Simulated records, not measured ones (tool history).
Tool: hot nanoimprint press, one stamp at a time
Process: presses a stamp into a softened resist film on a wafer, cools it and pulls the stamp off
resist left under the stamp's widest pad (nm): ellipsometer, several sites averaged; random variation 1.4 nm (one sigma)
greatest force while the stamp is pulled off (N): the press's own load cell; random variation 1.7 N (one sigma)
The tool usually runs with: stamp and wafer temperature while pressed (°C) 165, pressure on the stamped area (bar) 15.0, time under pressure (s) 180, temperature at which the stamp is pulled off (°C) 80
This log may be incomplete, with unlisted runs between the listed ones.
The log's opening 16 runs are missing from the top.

run	hour	stamp and wafer temperature while pressed (°C)	pressure on the stamped area (bar)	time under pressure (s)	temperature at which the stamp is pulled off (°C)	resist left under the stamp's widest pad (nm)	greatest force while the stamp is pulled off (N)
17	132.3	165	11.7	180	80	347.8	99
18	140.5	165	11.7	180	80	350.8	99
19	151.6	165	11.7	180	80	349.2	96
20	160.3	161	15.0	180	66	400.7	109
21	169.0	161	15.0	180	66	396.1	106
22	176.9	172	15.0	180	80	205.3	97
23	186.2	160	19.5	180	80	384.3	97
24	191.3	160	19.5	180	80	386.0	97
25	198.7	165	15.0	139	80	354.3	100
26	208.0	161	13.9	139	80	444.9	97
27	214.0	161	13.9	139	74	454.5	103
28	221.9	161	13.9	139	74	447.0	102
29	230.6	161	13.9	139	74	448.6	99
30	238.7	161	11.2	239	71	403.4	105

Consider 3 possible next runs. They are alternatives, not a sequence: every one starts from the tool as it was left by run 30. What does each give?
A	250.1	156	11.2	116	75	?	?
B	250.1	165	9.0	180	80	?	?
C	250.1	168	17.2	239	71	?	?

run	resist left under the stamp's widest pad (nm)	greatest force while the stamp is pulled off (N)
A	595.2	101
B	393.8	97
C	219.4	104
Without the tool's hidden state the same runs would have given:
run	resist left under the stamp's widest pad (nm)	greatest force while the stamp is pulled off (N)
A	581.8	101
B	384.9	96
C	214.4	104

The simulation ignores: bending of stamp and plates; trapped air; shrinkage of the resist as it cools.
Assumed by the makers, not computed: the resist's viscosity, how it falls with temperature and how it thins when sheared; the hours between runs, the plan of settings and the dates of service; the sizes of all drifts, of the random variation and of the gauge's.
